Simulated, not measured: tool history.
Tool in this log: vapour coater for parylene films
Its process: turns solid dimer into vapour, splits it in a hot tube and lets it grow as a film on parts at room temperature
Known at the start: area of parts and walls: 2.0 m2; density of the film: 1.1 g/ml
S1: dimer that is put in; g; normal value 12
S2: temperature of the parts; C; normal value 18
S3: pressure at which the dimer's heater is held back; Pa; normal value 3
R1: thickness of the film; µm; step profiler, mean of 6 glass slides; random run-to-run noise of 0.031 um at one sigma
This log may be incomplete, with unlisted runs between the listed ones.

| run | hour | S1 | S2 | S3 | R1 |
|---|---|---|---|---|---|
| 1 | 0 | 12 | 18 | 3 | 2.89 |
| 2 | 6.7 | 12 | 18 | 3 | 2.91 |
| 3 | 19.7 | 12 | 18 | 3 | 2.83 |
| 4 | 31.3 | 12 | 18 | 3 | 2.92 |
| 5 | 45.2 | 12 | 18 | 3 | 2.88 |
| 6 | 56 | 12 | 18 | 3 | 2.83 |
| 7 | 64.2 | 12 | 18 | 3 | 2.9 |
| 8 | 70.8 | 12 | 18 | 3 | 2.93 |
| 9 | 84.1 | 12 | 18 | 3 | 2.85 |
| 10 | 94.1 | 12 | 10 | 3 | 3.98 |
| 11 | 103.7 | 7 | 27 | 3 | 1.18 |
| 12 | 115.3 | 12 | 11 | 4.26 | 3.62 |
| 13 | 124.7 | 12 | 11 | 2.8 | 3.85 |
| 14 | 133.1 | 12 | 15 | 3 | 3.23 |
| 15 | 142.8 | 12 | 15 | 3 | 3.21 |
| 16 | 149.3 | 12 | 15 | 3 | 3.18 |

Predict the results of run 17:
| 17 | 162.2 | 19 | 11 | 11.39 | ? |

Run 17 came out at R1 4.97 µm.
Had the tool carried no hidden state, the very same run would have given R1 5.3 µm.
